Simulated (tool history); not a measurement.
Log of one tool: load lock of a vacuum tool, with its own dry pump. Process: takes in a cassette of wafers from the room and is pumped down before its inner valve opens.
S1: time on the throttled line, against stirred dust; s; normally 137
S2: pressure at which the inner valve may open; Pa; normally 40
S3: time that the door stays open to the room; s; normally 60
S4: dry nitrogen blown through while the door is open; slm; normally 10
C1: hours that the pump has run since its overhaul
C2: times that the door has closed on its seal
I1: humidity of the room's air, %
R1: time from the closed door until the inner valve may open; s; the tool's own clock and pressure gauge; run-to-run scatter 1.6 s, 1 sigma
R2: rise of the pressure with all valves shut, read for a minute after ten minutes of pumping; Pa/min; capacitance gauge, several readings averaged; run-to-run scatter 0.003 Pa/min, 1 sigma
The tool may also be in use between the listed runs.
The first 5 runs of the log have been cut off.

run 6 day=45.929 | S1=137 S2=40 S3=60 S4=10 | C1=10928 C2=9763 | I1=46.0 | R1=263.8 R2=0.082
run 7 day=54.004 | S1=137 S2=40 S3=135 S4=10 | C1=11121 C2=10591 | I1=46.9 | R1=266.9 R2=0.108
run 8 day=68.288 | S1=137 S2=40 S3=60 S4=10 | C1=11464 C2=12055 | I1=44.3 | R1=263.5 R2=0.103
run 9 day=78.933 | S1=137 S2=40 S3=60 S4=10 | C1=11720 C2=13146 | I1=47.5 | R1=263.9 R2=0.111
run 10 day=89.688 | S1=137 S2=40 S3=60 S4=10 | C1=11978 C2=14248 | I1=42.7 | R1=263.6 R2=0.117
run 11 day=100.933 | S1=137 S2=72 S3=60 S4=10 | C1=12248 C2=15401 | I1=48.5 | R1=251.5 R2=0.137
run 12 day=109.067 | S1=137 S2=40 S3=30 S4=10 | C1=12443 C2=16234 | I1=45.4 | R1=263.3 R2=0.134
run 13 day=122.612 | S1=137 S2=40 S3=60 S4=10 | C1=12768 C2=17622 | I1=47.5 | R1=265.1 R2=0.160
run 14 day=133.267 | S1=137 S2=40 S3=60 S4=10 | C1=13024 C2=18715 | I1=45.1 | R1=264.7 R2=0.167
run 15 day=147.708 | S1=137 S2=40 S3=60 S4=15 | C1=13370 C2=20195 | I1=43.5 | R1=266.8 R2=0.184
run 16 day=156.221 | S1=137 S2=40 S3=60 S4=10 | C1=13575 C2=21067 | I1=44.8 | R1=265.0 R2=0.192
run 17 day=162.842 | S1=137 S2=40 S3=38 S4=10 | C1=13734 C2=21746 | I1=45.6 | R1=266.7 R2=0.198
run 18 day=174.375 | S1=137 S2=40 S3=168 S4=10 | C1=14010 C2=22928 | I1=49.0 | R1=264.9 R2=0.237
run 19 day=182.504 | S1=174 S2=41 S3=168 S4=22 | C1=14205 C2=23761 | I1=40.2 | R1=290.0 R2=0.237
run 20 day=196.971 | S1=174 S2=41 S3=168 S4=22 | C1=14553 C2=25244 | I1=45.4 | R1=291.1 R2=0.257
run 21 day=210.767 | S1=234 S2=40 S3=30 S4=10 | C1=14884 C2=26657 | I1=41.6 | R1=334.1 R2=0.254
run 22 day=217.429 | S1=234 S2=40 S3=30 S4=10 | C1=15044 C2=27340 | I1=44.2 | R1=333.0 R2=0.264
run 23 day=224.033 | S1=234 S2=40 S3=30 S4=10 | C1=15202 C2=28017 | I1=43.5 | R1=332.2 R2=0.286
run 24 day=232.783 | S1=234 S2=40 S3=30 S4=10 | C1=15412 C2=28914 | I1=41.7 | R1=337.8 R2=0.295

Predict the results of run 25:
run 25 day=246.696 | S1=234 S2=40 S3=30 S4=10 | C1=15746 C2=30340 | I1=44.8 | R1=? R2=?

R1: 337.1 s
R2: 0.305 Pa/min
With no hidden state in the tool, this same run would have given R1 327.3 s, R2 0.014 Pa/min.
